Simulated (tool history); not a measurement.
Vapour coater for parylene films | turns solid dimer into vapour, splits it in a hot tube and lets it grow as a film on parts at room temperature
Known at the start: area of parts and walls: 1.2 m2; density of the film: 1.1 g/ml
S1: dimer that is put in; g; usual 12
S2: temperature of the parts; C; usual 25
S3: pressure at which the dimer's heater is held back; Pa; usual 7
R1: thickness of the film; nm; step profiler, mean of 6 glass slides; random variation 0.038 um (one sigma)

{"run": 1, "day": 0.0, "S1": 12, "S2": 25, "S3": 7, "R1": 5810}
{"run": 2, "day": 2.742, "S1": 12, "S2": 25, "S3": 7, "R1": 5770}
{"run": 3, "day": 4.7, "S1": 12, "S2": 25, "S3": 7, "R1": 5720}
{"run": 4, "day": 7.4, "S1": 12, "S2": 25, "S3": 7, "R1": 5670}
{"run": 5, "day": 10.021, "S1": 12, "S2": 28, "S3": 7, "R1": 5210}
{"run": 6, "day": 12.154, "S1": 12, "S2": 25, "S3": 7, "R1": 5680}
{"day": 13.05, "done": "trap's valve overhauled"}
{"run": 7, "day": 13.679, "S1": 5, "S2": 25, "S3": 7, "R1": 2600}
{"run": 8, "day": 16.4, "S1": 12, "S2": 25, "S3": 7, "R1": 6260}
{"run": 9, "day": 18.933, "S1": 12, "S2": 25, "S3": 7, "R1": 6230}
{"run": 10, "day": 20.858, "S1": 8, "S2": 25, "S3": 7, "R1": 4120}
{"run": 11, "day": 23.192, "S1": 8, "S2": 25, "S3": 7, "R1": 4060}
{"run": 12, "day": 24.383, "S1": 8, "S2": 25, "S3": 7, "R1": 4150}
{"run": 13, "day": 26.442, "S1": 12, "S2": 26, "S3": 7, "R1": 5870}
{"run": 14, "day": 29.112, "S1": 12, "S2": 26, "S3": 7, "R1": 5890}
{"run": 15, "day": 31.221, "S1": 12, "S2": 33, "S3": 7, "R1": 4760}
{"run": 16, "day": 32.5, "S1": 12, "S2": 25, "S3": 7, "R1": 6040}
{"run": 17, "day": 34.729, "S1": 9, "S2": 25, "S3": 7, "R1": 4550}
{"run": 18, "day": 35.904, "S1": 9, "S2": 25, "S3": 7, "R1": 4530}
{"run": 19, "day": 37.196, "S1": 12, "S2": 25, "S3": 7.95, "R1": 5880}
{"run": 20, "day": 39.154, "S1": 12, "S2": 25, "S3": 7.95, "R1": 5880}
{"run": 21, "day": 40.333, "S1": 21, "S2": 25, "S3": 7.95, "R1": 10260}
{"run": 22, "day": 41.521, "S1": 21, "S2": 25, "S3": 3.7, "R1": 11300}
{"run": 23, "day": 42.888, "S1": 12, "S2": 25, "S3": 7, "R1": 5950}
{"run": 24, "day": 45.367, "S1": 12, "S2": 25, "S3": 7, "R1": 5910}
{"run": 25, "day": 46.571, "S1": 6, "S2": 19, "S3": 7, "R1": 3580}
{"run": 26, "day": 48.821, "S1": 21, "S2": 25, "S3": 7, "R1": 10200}
{"run": 27, "day": 50.512, "S1": 5, "S2": 25, "S3": 6.89, "R1": 2430}
{"run": 28, "day": 52.521, "S1": 5, "S2": 25, "S3": 6.89, "R1": 2410}
{"run": 29, "day": 55.046, "S1": 5, "S2": 27, "S3": 9.1, "R1": 2200}
{"run": 30, "day": 57.833, "S1": 5, "S2": 27, "S3": 9.1, "R1": 2170}
{"day": 58.125, "done": "trap's valve overhauled"}
{"run": 31, "day": 59.317, "S1": 9, "S2": 32, "S3": 2.81, "R1": 4290}
{"run": 32, "day": 60.746, "S1": 13, "S2": 29, "S3": 5.81, "R1": 6140}
{"day": 61.688, "done": "table's thermometer calibrated"}
{"run": 33, "day": 63.388, "S1": 5, "S2": 25, "S3": 10.31, "R1": 2420}
{"run": 34, "day": 66.05, "S1": 19, "S2": 21, "S3": 7, "R1": 11050}
{"run": 35, "day": 67.329, "S1": 19, "S2": 20, "S3": 3.32, "R1": 12600}
{"run": 36, "day": 69.988, "S1": 15, "S2": 36, "S3": 5.25, "R1": 5710}
{"run": 37, "day": 71.783, "S1": 6, "S2": 25, "S3": 2.39, "R1": 3550}
{"run": 38, "day": 74.029, "S1": 7, "S2": 35, "S3": 2.37, "R1": 3000}
{"run": 39, "day": 76.617, "S1": 5, "S2": 17, "S3": 2.37, "R1": 3580}
{"run": 40, "day": 78.212, "S1": 19, "S2": 18, "S3": 4.97, "R1": 12400}
{"run": 41, "day": 80.25, "S1": 8, "S2": 20, "S3": 2.12, "R1": 5500}
{"run": 42, "day": 82.617, "S1": 8, "S2": 30, "S3": 3.74, "R1": 3730}
{"run": 43, "day": 84.208, "S1": 12, "S2": 20, "S3": 7, "R1": 6920}
{"run": 44, "day": 87.004, "S1": 12, "S2": 36, "S3": 7, "R1": 4250}
{"run": 45, "day": 89.425, "S1": 10, "S2": 19, "S3": 7.85, "R1": 5770}
{"run": 46, "day": 91.167, "S1": 12, "S2": 19, "S3": 7.85, "R1": 6890}

Forecast each of these 3 alternatives for the next run:
{"run": "A", "day": 92.346, "S1": 12, "S2": 22, "S3": 4.81, "R1": "?"}
{"run": "B", "day": 92.346, "S1": 12, "S2": 19, "S3": 5.29, "R1": "?"}
{"run": "C", "day": 92.346, "S1": 11, "S2": 26, "S3": 7, "R1": "?"}

run=A R1=6830
run=B R1=7300
run=C R1=5190
Without the tool's hidden state the same runs would have given:
run=A R1=7270
run=B R1=7770
run=C R1=5520
